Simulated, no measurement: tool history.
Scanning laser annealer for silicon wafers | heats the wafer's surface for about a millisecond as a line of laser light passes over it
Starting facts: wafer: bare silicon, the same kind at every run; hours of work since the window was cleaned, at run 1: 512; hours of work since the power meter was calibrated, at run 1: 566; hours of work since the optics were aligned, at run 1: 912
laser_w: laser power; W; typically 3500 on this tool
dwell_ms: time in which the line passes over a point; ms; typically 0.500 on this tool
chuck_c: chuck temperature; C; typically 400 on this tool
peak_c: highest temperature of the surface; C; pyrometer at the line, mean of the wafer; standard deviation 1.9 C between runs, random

| run | hour | laser_w | dwell_ms | chuck_c | hours of work since the window was cleaned | hours of work since the power meter was calibrated | hours of work since the optics were aligned | peak_c |
|---|---|---|---|---|---|---|---|---|
| 1 | 0.0 | 3500 | 0.500 | 400 | 512 | 566 | 912 | 1191 |
|  | 14.8 | optics aligned, line set to its width |
| 2 | 15.6 | 3500 | 0.500 | 400 | 520 | 574 | 1 | 1217 |
| 3 | 26.2 | 3500 | 0.500 | 400 | 528 | 582 | 9 | 1215 |
| 4 | 41.8 | 3500 | 0.500 | 400 | 540 | 595 | 21 | 1213 |
| 5 | 57.7 | 3272 | 0.500 | 400 | 553 | 607 | 33 | 1145 |
| 6 | 73.1 | 3272 | 0.500 | 411 | 564 | 619 | 45 | 1157 |
|  | 77.8 | laser's power meter calibrated |
| 7 | 93.4 | 3272 | 0.500 | 411 | 578 | 12 | 58 | 1155 |
| 8 | 112.0 | 3272 | 0.500 | 411 | 592 | 26 | 73 | 1152 |
|  | 118.6 | laser's power meter calibrated, once more |
| 9 | 134.7 | 3500 | 0.359 | 403 | 607 | 12 | 88 | 1082 |
| 10 | 148.5 | 3386 | 0.494 | 435 | 618 | 23 | 99 | 1209 |
| 11 | 160.9 | 3742 | 0.494 | 435 | 628 | 33 | 108 | 1316 |
| 12 | 179.1 | 3500 | 0.540 | 425 | 642 | 47 | 122 | 1267 |
| 13 | 192.8 | 3500 | 0.540 | 425 | 652 | 57 | 133 | 1270 |
| 14 | 201.1 | 3527 | 0.394 | 400 | 659 | 64 | 139 | 1118 |

Here are 4 independent what-if runs from the current tool condition. What would each one return?
| A | 215.3 | 3374 | 0.394 | 400 | 670 | 75 | 150 | ? |
| B | 215.3 | 3400 | 0.500 | 400 | 670 | 75 | 150 | ? |
| C | 215.3 | 3515 | 0.466 | 420 | 670 | 75 | 150 | ? |
| D | 215.3 | 3500 | 0.404 | 403 | 670 | 75 | 150 | ? |

| run | peak_c |
|---|---|
| A | 1080 |
| B | 1179 |
| C | 1202 |
| D | 1124 |
The same runs, with their run-to-run variation unchanged, on a tool lacking any hidden condition would have given:
| run | peak_c |
|---|---|
| A | 1106 |
| B | 1209 |
| C | 1232 |
| D | 1152 |
